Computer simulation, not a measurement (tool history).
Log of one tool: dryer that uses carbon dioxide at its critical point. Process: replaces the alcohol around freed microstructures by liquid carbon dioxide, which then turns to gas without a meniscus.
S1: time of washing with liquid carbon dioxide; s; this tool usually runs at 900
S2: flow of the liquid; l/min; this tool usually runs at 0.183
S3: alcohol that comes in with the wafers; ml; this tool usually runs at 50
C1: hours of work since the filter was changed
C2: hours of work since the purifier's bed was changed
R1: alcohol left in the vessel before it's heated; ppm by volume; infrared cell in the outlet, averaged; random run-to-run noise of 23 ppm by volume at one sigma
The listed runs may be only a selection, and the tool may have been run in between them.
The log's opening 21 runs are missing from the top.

run,hour,S1,S2,S3,C1,C2,R1
22,274.8,900,0.183,50,292,219,1874
23,292.7,960,0.269,120,299,227,514
24,304.7,960,0.269,120,304,232,518
25,319.5,960,0.269,120,311,239,532
26,333.5,960,0.269,120,317,245,525
27,347.8,600,0.269,25,323,251,1059
28,363.8,540,0.160,50,330,258,12295
29,376.2,1020,0.280,50,335,263,208
30,391.7,1140,0.122,48,342,270,3299
31,407.4,540,0.135,31,349,276,10797
32,418.6,540,0.135,31,354,281,10720
33,427.0,540,0.135,31,357,285,10485

Estimate the outcome of run 34 from the log above:
34,436.7,1320,0.135,85,361,289,?

{"run 34": {"R1": 2384}}
On a tool with no hidden condition, and with the same random variation, this run would have come out at R1 1839 ppm by volume.
